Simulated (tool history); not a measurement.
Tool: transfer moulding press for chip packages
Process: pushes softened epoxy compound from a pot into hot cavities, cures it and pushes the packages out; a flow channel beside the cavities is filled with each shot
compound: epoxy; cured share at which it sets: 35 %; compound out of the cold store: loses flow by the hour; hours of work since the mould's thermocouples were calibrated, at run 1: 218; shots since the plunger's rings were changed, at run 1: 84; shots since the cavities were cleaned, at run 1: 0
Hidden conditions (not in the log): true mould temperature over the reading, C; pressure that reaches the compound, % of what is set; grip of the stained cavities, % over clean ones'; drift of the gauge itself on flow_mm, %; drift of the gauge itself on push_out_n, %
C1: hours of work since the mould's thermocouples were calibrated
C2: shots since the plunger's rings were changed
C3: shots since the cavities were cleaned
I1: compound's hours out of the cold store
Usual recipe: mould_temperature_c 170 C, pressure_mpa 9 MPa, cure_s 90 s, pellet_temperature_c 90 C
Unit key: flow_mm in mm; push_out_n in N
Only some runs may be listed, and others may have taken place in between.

run 1 hour=0 | mould_temperature_c=170 pressure_mpa=9 cure_s=90 pellet_temperature_c=90 | C1=218 C2=84 C3=0 | I1=9 | flow_mm=713 push_out_n=427
run 2 hour=21.2 | mould_temperature_c=170 pressure_mpa=9 cure_s=90 pellet_temperature_c=90 | C1=231 C2=350 C3=266 | I1=35.4 | flow_mm=638 push_out_n=512
run 3 hour=41.4 | mould_temperature_c=170 pressure_mpa=9 cure_s=90 pellet_temperature_c=90 | C1=244 C2=603 C3=519 | I1=21.2 | flow_mm=667 push_out_n=575
run 4 hour=56.3 | mould_temperature_c=170 pressure_mpa=9 cure_s=90 pellet_temperature_c=90 | C1=254 C2=790 C3=706 | I1=11.5 | flow_mm=683 push_out_n=640
run 5 hour=73.4 | mould_temperature_c=170 pressure_mpa=9 cure_s=90 pellet_temperature_c=90 | C1=265 C2=1004 C3=920 | I1=29.7 | flow_mm=637 push_out_n=638
-- hour=95 cavities cleaned with cleaning compound and waxed
run 6 hour=95.5 | mould_temperature_c=170 pressure_mpa=9 cure_s=90 pellet_temperature_c=90 | C1=278 C2=1263 C3=6 | I1=43.1 | flow_mm=610 push_out_n=382
run 7 hour=106.6 | mould_temperature_c=170 pressure_mpa=9 cure_s=90 pellet_temperature_c=90 | C1=285 C2=1403 C3=146 | I1=24.3 | flow_mm=648 push_out_n=465
run 8 hour=122.9 | mould_temperature_c=170 pressure_mpa=9 cure_s=90 pellet_temperature_c=90 | C1=296 C2=1607 C3=350 | I1=18.9 | flow_mm=656 push_out_n=536
run 9 hour=132.7 | mould_temperature_c=170 pressure_mpa=9 cure_s=90 pellet_temperature_c=90 | C1=302 C2=1730 C3=473 | I1=26.3 | flow_mm=638 push_out_n=574
run 10 hour=152.1 | mould_temperature_c=170 pressure_mpa=9 cure_s=90 pellet_temperature_c=90 | C1=315 C2=1973 C3=716 | I1=43.9 | flow_mm=597 push_out_n=594
run 11 hour=166 | mould_temperature_c=170 pressure_mpa=9 cure_s=90 pellet_temperature_c=92 | C1=324 C2=2148 C3=891 | I1=37.9 | flow_mm=611 push_out_n=611
run 12 hour=178.6 | mould_temperature_c=170 pressure_mpa=9 cure_s=90 pellet_temperature_c=90 | C1=332 C2=2306 C3=1049 | I1=13.9 | flow_mm=675 push_out_n=663
-- hour=188.9 cavities cleaned with cleaning compound and waxed
run 13 hour=198 | mould_temperature_c=170 pressure_mpa=9 cure_s=90 pellet_temperature_c=97 | C1=343 C2=2531 C3=115 | I1=31.2 | flow_mm=621 push_out_n=419
run 14 hour=216.1 | mould_temperature_c=170 pressure_mpa=8.32 cure_s=81 pellet_temperature_c=81 | C1=355 C2=2758 C3=342 | I1=9.5 | flow_mm=650 push_out_n=727
run 15 hour=229 | mould_temperature_c=171 pressure_mpa=9.84 cure_s=73 pellet_temperature_c=98 | C1=363 C2=2920 C3=504 | I1=9.6 | flow_mm=702 push_out_n=872
run 16 hour=251.2 | mould_temperature_c=170 pressure_mpa=6.9 cure_s=90 pellet_temperature_c=99 | C1=378 C2=3198 C3=782 | I1=33.8 | flow_mm=537 push_out_n=599
run 17 hour=273.3 | mould_temperature_c=170 pressure_mpa=9 cure_s=90 pellet_temperature_c=90 | C1=392 C2=3476 C3=1060 | I1=16.7 | flow_mm=659 push_out_n=662
-- hour=282.6 cavities cleaned with cleaning compound and waxed
run 18 hour=290.8 | mould_temperature_c=170 pressure_mpa=9 cure_s=90 pellet_temperature_c=89 | C1=402 C2=3677 C3=104 | I1=47.7 | flow_mm=579 push_out_n=419
run 19 hour=301.3 | mould_temperature_c=178 pressure_mpa=8.53 cure_s=90 pellet_temperature_c=90 | C1=409 C2=3808 C3=235 | I1=18.1 | flow_mm=609 push_out_n=387
run 20 hour=317.9 | mould_temperature_c=170 pressure_mpa=9.29 cure_s=128 pellet_temperature_c=90 | C1=420 C2=4016 C3=443 | I1=29.1 | flow_mm=637 push_out_n=401
run 21 hour=336 | mould_temperature_c=171 pressure_mpa=8.12 cure_s=128 pellet_temperature_c=90 | C1=431 C2=4243 C3=670 | I1=8.9 | flow_mm=622 push_out_n=434
run 22 hour=350.4 | mould_temperature_c=171 pressure_mpa=8.12 cure_s=128 pellet_temperature_c=90 | C1=441 C2=4424 C3=851 | I1=27.9 | flow_mm=581 push_out_n=462
run 23 hour=367.5 | mould_temperature_c=162 pressure_mpa=8.12 cure_s=99 pellet_temperature_c=90 | C1=452 C2=4638 C3=1065 | I1=26.1 | flow_mm=609 push_out_n=886
-- hour=376.8 cavities cleaned with cleaning compound and waxed
run 24 hour=379.6 | mould_temperature_c=162 pressure_mpa=7.34 cure_s=99 pellet_temperature_c=82 | C1=459 C2=4771 C3=34 | I1=23.2 | flow_mm=575 push_out_n=570
run 25 hour=397.1 | mould_temperature_c=175 pressure_mpa=7.18 cure_s=117 pellet_temperature_c=90 | C1=470 C2=4991 C3=254 | I1=43.6 | flow_mm=500 push_out_n=367
run 26 hour=410.6 | mould_temperature_c=164 pressure_mpa=9.2 cure_s=93 pellet_temperature_c=87 | C1=479 C2=5160 C3=423 | I1=14.5 | flow_mm=675 push_out_n=795

Branching from run 26: 4 alternative next runs. What would each branch give?
run A hour=432.5 | mould_temperature_c=164 pressure_mpa=10.04 cure_s=93 pellet_temperature_c=87 | C1=493 C2=5436 C3=699 | I1=38.2 | flow_mm=? push_out_n=?
run B hour=432.5 | mould_temperature_c=173 pressure_mpa=9.85 cure_s=83 pellet_temperature_c=90 | C1=493 C2=5436 C3=699 | I1=14.7 | flow_mm=? push_out_n=?
run C hour=432.5 | mould_temperature_c=170 pressure_mpa=9 cure_s=84 pellet_temperature_c=90 | C1=493 C2=5436 C3=699 | I1=20.1 | flow_mm=? push_out_n=?
run D hour=432.5 | mould_temperature_c=170 pressure_mpa=9 cure_s=90 pellet_temperature_c=90 | C1=493 C2=5436 C3=699 | I1=28.7 | flow_mm=? push_out_n=?

run=A flow_mm=637 push_out_n=803
run=B flow_mm=663 push_out_n=617
run=C flow_mm=623 push_out_n=714
run=D flow_mm=608 push_out_n=599
Without the tool's hidden state the same runs would have given:
run=A flow_mm=685 push_out_n=549
run=B flow_mm=713 push_out_n=417
run=C flow_mm=670 push_out_n=487
run=D flow_mm=654 push_out_n=404

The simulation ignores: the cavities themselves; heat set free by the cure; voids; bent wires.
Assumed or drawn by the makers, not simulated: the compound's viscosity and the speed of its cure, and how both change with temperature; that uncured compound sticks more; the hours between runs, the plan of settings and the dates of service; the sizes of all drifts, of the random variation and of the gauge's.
